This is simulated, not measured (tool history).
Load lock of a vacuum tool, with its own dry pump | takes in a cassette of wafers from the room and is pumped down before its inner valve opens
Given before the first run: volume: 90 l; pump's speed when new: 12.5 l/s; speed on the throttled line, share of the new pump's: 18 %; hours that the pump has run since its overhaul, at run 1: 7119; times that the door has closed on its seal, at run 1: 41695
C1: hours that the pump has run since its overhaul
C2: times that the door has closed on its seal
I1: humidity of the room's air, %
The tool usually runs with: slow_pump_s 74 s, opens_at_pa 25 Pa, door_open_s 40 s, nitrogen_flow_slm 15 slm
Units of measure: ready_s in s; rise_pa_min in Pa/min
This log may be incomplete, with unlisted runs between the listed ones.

Run 1, hour 0: usual settings; C1 7119; C2 41695; I1 45.4. Result: ready_s 122.4 s, rise_pa_min 0.571 Pa/min.
Run 2, hour 349.2: usual settings but nitrogen_flow_slm 20 slm; C1 7468; C2 43089; I1 40. Result: ready_s 121.1 s, rise_pa_min 0.597 Pa/min.
Run 3, hour 554.3: usual settings but nitrogen_flow_slm 20 slm; C1 7673; C2 43908; I1 44.6. Result: ready_s 122.1 s, rise_pa_min 0.624 Pa/min.
Run 4, hour 786: usual settings but nitrogen_flow_slm 20 slm; C1 7905; C2 44833; I1 43.1. Result: ready_s 123.2 s, rise_pa_min 0.641 Pa/min.
Run 5, hour 1092.2: usual settings but door_open_s 32 s; C1 8211; C2 46055; I1 47.2. Result: ready_s 123.3 s, rise_pa_min 0.668 Pa/min.
At hour 1176.1: door's seal changed, seat wiped.
Run 6, hour 1436.1: usual settings but door_open_s 32 s; C1 8553; C2 1038; I1 44.2. Result: ready_s 124.5 s, rise_pa_min 0.02 Pa/min.
Run 7, hour 1795.3: usual settings but door_open_s 113 s; C1 8913; C2 2472; I1 44.2. Result: ready_s 124 s, rise_pa_min 0.046 Pa/min.
Run 8, hour 1974.6: usual settings but door_open_s 113 s; C1 9092; C2 3188; I1 41.6. Result: ready_s 123.7 s, rise_pa_min 0.053 Pa/min.
Run 9, hour 2287: usual settings but door_open_s 113 s; C1 9404; C2 4435; I1 47.3. Result: ready_s 122.3 s, rise_pa_min 0.066 Pa/min.
Run 10, hour 2671.7: usual settings but door_open_s 113 s; C1 9789; C2 5971; I1 47.5. Result: ready_s 123.5 s, rise_pa_min 0.077 Pa/min.
Run 11, hour 3058.1: usual settings but door_open_s 113 s; C1 10175; C2 7513; I1 46.3. Result: ready_s 123.5 s, rise_pa_min 0.083 Pa/min.
Run 12, hour 3461.9: usual settings but opens_at_pa 20 Pa; C1 10579; C2 9125; I1 43.1. Result: ready_s 125.7 s, rise_pa_min 0.072 Pa/min.
Run 13, hour 3665.6: usual settings but door_open_s 26 s; C1 10783; C2 9938; I1 43.6. Result: ready_s 124.8 s, rise_pa_min 0.08 Pa/min.
Run 14, hour 3911.3: usual settings but door_open_s 26 s; C1 11029; C2 10919; I1 40.5. Result: ready_s 123.9 s, rise_pa_min 0.091 Pa/min.
Run 15, hour 4115.2: usual settings but door_open_s 26 s; C1 11233; C2 11733; I1 44.2. Result: ready_s 123.1 s, rise_pa_min 0.099 Pa/min.
Run 16, hour 4298.2: usual settings but door_open_s 26 s; C1 11416; C2 12463; I1 46.3. Result: ready_s 123.4 s, rise_pa_min 0.102 Pa/min.
Run 17, hour 4578.2: usual settings but slow_pump_s 145 s; C1 11696; C2 13581; I1 44.7. Result: ready_s 180.7 s, rise_pa_min 0.118 Pa/min.
Run 18, hour 4827.4: usual settings; C1 11945; C2 14576; I1 43.6. Result: ready_s 125.3 s, rise_pa_min 0.123 Pa/min.
Run 19, hour 5039.4: usual settings but door_open_s 141 s; C1 12157; C2 15422; I1 44.5. Result: ready_s 124.1 s, rise_pa_min 0.156 Pa/min.
Run 20, hour 5297.7: usual settings but slow_pump_s 103 s, opens_at_pa 31 Pa, door_open_s 46 s, nitrogen_flow_slm 28 slm; C1 12415; C2 16453; I1 47.9. Result: ready_s 146.6 s, rise_pa_min 0.137 Pa/min.
Run 21, hour 5480.7: usual settings but door_open_s 62 s, nitrogen_flow_slm 14 slm; C1 12598; C2 17184; I1 44.5. Result: ready_s 125 s, rise_pa_min 0.162 Pa/min.
Run 22, hour 5857.2: usual settings but slow_pump_s 57 s, opens_at_pa 44 Pa, door_open_s 97 s, nitrogen_flow_slm 17 slm; C1 12975; C2 18687; I1 41.8. Result: ready_s 107.2 s, rise_pa_min 0.175 Pa/min.
Run 23, hour 6271.7: usual settings but opens_at_pa 38 Pa, nitrogen_flow_slm 5 slm; C1 13389; C2 20342; I1 48. Result: ready_s 121.2 s, rise_pa_min 0.206 Pa/min.
Run 24, hour 6603.9: usual settings but slow_pump_s 45 s, opens_at_pa 38 Pa, door_open_s 54 s, nitrogen_flow_slm 21 slm; C1 13721; C2 21668; I1 43.2. Result: ready_s 98 s, rise_pa_min 0.202 Pa/min.
Run 25, hour 6989: usual settings but slow_pump_s 45 s, opens_at_pa 38 Pa, door_open_s 54 s, nitrogen_flow_slm 21 slm; C1 14106; C2 23205; I1 44.8. Result: ready_s 98.8 s, rise_pa_min 0.225 Pa/min.
Run 26, hour 7391.5: usual settings but slow_pump_s 45 s, opens_at_pa 20 Pa, door_open_s 225 s, nitrogen_flow_slm 8 slm; C1 14509; C2 24812; I1 46.1. Result: ready_s 104.5 s, rise_pa_min 0.291 Pa/min.
Run 27, hour 7735.9: usual settings but slow_pump_s 38 s, door_open_s 36 s; C1 14853; C2 26187; I1 46.3. Result: ready_s 97 s, rise_pa_min 0.258 Pa/min.
Run 28, hour 8093.8: usual settings but opens_at_pa 38 Pa; C1 15211; C2 27615; I1 46.9. Result: ready_s 121.8 s, rise_pa_min 0.277 Pa/min.
Run 29, hour 8400.6: usual settings but opens_at_pa 40 Pa, nitrogen_flow_slm 34 slm; C1 15518; C2 28840; I1 44.2. Result: ready_s 121.5 s, rise_pa_min 0.282 Pa/min.
Run 30, hour 8729.4: usual settings but slow_pump_s 61 s, opens_at_pa 33 Pa, door_open_s 83 s, nitrogen_flow_slm 16 slm; C1 15847; C2 30153; I1 46. Result: ready_s 113.9 s, rise_pa_min 0.33 Pa/min.
Run 31, hour 8996.1: usual settings but slow_pump_s 61 s, opens_at_pa 33 Pa, door_open_s 83 s, nitrogen_flow_slm 16 slm; C1 16113; C2 31217; I1 44.5. Result: ready_s 113.2 s, rise_pa_min 0.345 Pa/min.
Run 32, hour 9331.8: usual settings but slow_pump_s 115 s; C1 16449; C2 32558; I1 43.6. Result: ready_s 159 s, rise_pa_min 0.361 Pa/min.
Run 33, hour 9536.6: usual settings but slow_pump_s 115 s; C1 16654; C2 33375; I1 44.3. Result: ready_s 157.1 s, rise_pa_min 0.372 Pa/min.
Run 34, hour 9827.2: usual settings but slow_pump_s 116 s; C1 16945; C2 34535; I1 43.1. Result: ready_s 159.9 s, rise_pa_min 0.381 Pa/min.
Run 35, hour 10120.5: usual settings but opens_at_pa 44 Pa, nitrogen_flow_slm 13 slm; C1 17238; C2 35706; I1 47.2. Result: ready_s 121.5 s, rise_pa_min 0.424 Pa/min.
Run 36, hour 10484.2: usual settings but opens_at_pa 44 Pa, nitrogen_flow_slm 8 slm; C1 17602; C2 37158; I1 45.6. Result: ready_s 121.4 s, rise_pa_min 0.438 Pa/min.

Below, some changes in ready_s between adjacent runs. For each, the amount present without the hidden state too (settings, incoming material, random variation) and the amount remaining for the hidden state with gauge scatter not shared by both compared results:
The hidden state here: pump's speed, % of a new pump's; leak at the door's seal, Pa l/s; drift of the gauge itself on ready_s, %; drift of the gauge itself on rise_pa_min, %.
Run 16 -> 17: slow_pump_s 74 -> 145, door_open_s 26 -> 40. ready_s +57.3 s: hidden state -1, all else +58.3.
Run 17 -> 18: slow_pump_s 145 -> 74. ready_s -55.4 s: hidden state +1.2, all else -56.6.
Run 27 -> 28: slow_pump_s 38 -> 74, opens_at_pa 25 -> 38, door_open_s 36 -> 40. ready_s +24.8 s: hidden state -0.9, all else +25.7.
Run 31 -> 32: slow_pump_s 61 -> 115, opens_at_pa 33 -> 25, door_open_s 83 -> 40, nitrogen_flow_slm 16 -> 15. ready_s +45.8 s: hidden state -0.9, all else +46.7.
